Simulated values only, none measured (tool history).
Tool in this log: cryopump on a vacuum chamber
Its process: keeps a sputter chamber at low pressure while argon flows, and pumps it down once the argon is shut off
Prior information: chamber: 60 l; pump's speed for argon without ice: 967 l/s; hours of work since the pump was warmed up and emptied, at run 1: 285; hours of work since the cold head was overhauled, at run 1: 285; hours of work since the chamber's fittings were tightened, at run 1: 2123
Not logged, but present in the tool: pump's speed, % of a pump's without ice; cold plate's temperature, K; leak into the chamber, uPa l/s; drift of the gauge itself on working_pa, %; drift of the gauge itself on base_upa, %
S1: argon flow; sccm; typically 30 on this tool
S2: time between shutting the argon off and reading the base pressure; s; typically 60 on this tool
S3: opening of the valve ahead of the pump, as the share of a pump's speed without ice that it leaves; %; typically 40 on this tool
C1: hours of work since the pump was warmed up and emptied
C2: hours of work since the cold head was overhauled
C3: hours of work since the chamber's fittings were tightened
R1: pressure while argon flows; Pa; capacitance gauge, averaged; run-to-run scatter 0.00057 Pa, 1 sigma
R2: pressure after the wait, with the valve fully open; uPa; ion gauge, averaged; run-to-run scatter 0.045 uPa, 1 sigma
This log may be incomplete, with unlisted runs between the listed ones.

run 1 hour=0.0 | S1=30 S2=60 S3=40 | C1=285 C2=285 C3=2123 | R1=0.1338 R2=4.09
run 2 hour=9.9 | S1=30 S2=60 S3=40 | C1=293 C2=293 C3=2131 | R1=0.1347 R2=4.20
run 3 hour=24.4 | S1=30 S2=60 S3=55 | C1=304 C2=304 C3=2143 | R1=0.0986 R2=4.16
run 4 hour=35.0 | S1=30 S2=60 S3=55 | C1=313 C2=313 C3=2151 | R1=0.0989 R2=4.25
run 5 hour=49.4 | S1=30 S2=256 S3=40 | C1=325 C2=325 C3=2163 | R1=0.1349 R2=2.42
run 6 hour=58.5 | S1=30 S2=256 S3=40 | C1=332 C2=332 C3=2170 | R1=0.1354 R2=2.41
run 7 hour=71.3 | S1=30 S2=60 S3=40 | C1=342 C2=342 C3=2181 | R1=0.1338 R2=4.26
run 8 hour=81.3 | S1=30 S2=227 S3=40 | C1=350 C2=350 C3=2189 | R1=0.1347 R2=2.46
run 9 hour=99.3 | S1=30 S2=44 S3=40 | C1=365 C2=365 C3=2203 | R1=0.1353 R2=5.12
run 10 hour=109.0 | S1=30 S2=60 S3=40 | C1=373 C2=373 C3=2211 | R1=0.1339 R2=4.18
run 11 hour=121.7 | S1=30 S2=60 S3=40 | C1=383 C2=383 C3=2221 | R1=0.1348 R2=4.28
run 12 hour=132.7 | S1=30 S2=60 S3=40 | C1=392 C2=392 C3=2230 | R1=0.1354 R2=4.25
run 13 hour=143.1 | S1=38 S2=60 S3=40 | C1=400 C2=400 C3=2239 | R1=0.1720 R2=4.33
run 14 hour=163.2 | S1=30 S2=60 S3=19 | C1=417 C2=417 C3=2255 | R1=0.2810 R2=4.21
run 15 hour=176.5 | S1=30 S2=60 S3=40 | C1=427 C2=427 C3=2266 | R1=0.1352 R2=4.32
run 16 hour=185.2 | S1=30 S2=60 S3=40 | C1=434 C2=434 C3=2273 | R1=0.1348 R2=4.25
run 17 hour=200.7 | S1=30 S2=60 S3=40 | C1=447 C2=447 C3=2285 | R1=0.1348 R2=4.40
run 18 hour=217.3 | S1=30 S2=60 S3=24 | C1=460 C2=460 C3=2299 | R1=0.2241 R2=4.40
run 19 hour=229.7 | S1=30 S2=60 S3=24 | C1=470 C2=470 C3=2309 | R1=0.2225 R2=4.39
run 20 hour=238.1 | S1=14 S2=246 S3=20 | C1=477 C2=477 C3=2315 | R1=0.1261 R2=2.59
run 21 hour=251.3 | S1=16 S2=54 S3=17 | C1=488 C2=488 C3=2326 | R1=0.1673 R2=4.57
run 22 hour=267.2 | S1=16 S2=229 S3=17 | C1=501 C2=501 C3=2339 | R1=0.1673 R2=2.67
run 23 hour=278.1 | S1=16 S2=229 S3=17 | C1=509 C2=509 C3=2348 | R1=0.1672 R2=2.68
run 24 hour=293.8 | S1=16 S2=30 S3=29 | C1=522 C2=522 C3=2360 | R1=0.0990 R2=6.72
run 25 hour=302.5 | S1=16 S2=30 S3=29 | C1=529 C2=529 C3=2367 | R1=0.0993 R2=6.82
run 26 hour=311.3 | S1=16 S2=30 S3=29 | C1=536 C2=536 C3=2375 | R1=0.0990 R2=6.80
run 27 hour=330.4 | S1=16 S2=30 S3=29 | C1=552 C2=552 C3=2390 | R1=0.0999 R2=6.80
run 28 hour=340.3 | S1=15 S2=30 S3=29 | C1=560 C2=560 C3=2398 | R1=0.0932 R2=6.67
run 29 hour=350.3 | S1=15 S2=30 S3=29 | C1=568 C2=568 C3=2406 | R1=0.0924 R2=6.80
run 30 hour=365.3 | S1=30 S2=282 S3=31 | C1=580 C2=580 C3=2418 | R1=0.1755 R2=2.65
run 31 hour=383.6 | S1=30 S2=280 S3=20 | C1=595 C2=595 C3=2433 | R1=0.2692 R2=2.64
run 32 hour=394.1 | S1=37 S2=87 S3=20 | C1=603 C2=603 C3=2441 | R1=0.3314 R2=3.78
run 33 hour=409.0 | S1=19 S2=228 S3=19 | C1=615 C2=615 C3=2453 | R1=0.1779 R2=2.73
run 34 hour=426.1 | S1=19 S2=228 S3=19 | C1=629 C2=629 C3=2467 | R1=0.1783 R2=2.75

4 options for the next run, each taken on its own from the tool as it stands now. Forecast them:
run A hour=438.5 | S1=40 S2=228 S3=52 | C1=639 C2=639 C3=2477 | R1=? R2=?
run B hour=438.5 | S1=22 S2=228 S3=19 | C1=639 C2=639 C3=2477 | R1=? R2=?
run C hour=438.5 | S1=30 S2=102 S3=54 | C1=639 C2=639 C3=2477 | R1=? R2=?
run D hour=438.5 | S1=54 S2=60 S3=40 | C1=639 C2=639 C3=2477 | R1=? R2=?

run=A R1=0.1428 R2=2.77
run=B R1=0.2078 R2=2.73
run=C R1=0.1035 R2=3.52
run=D R1=0.2489 R2=4.46
Had the tool no hidden state, the same runs would have come out as:
run=A R1=0.1346 R2=0.96
run=B R1=0.2033 R2=0.93
run=C R1=0.0973 R2=1.68
run=D R1=0.2377 R2=2.64
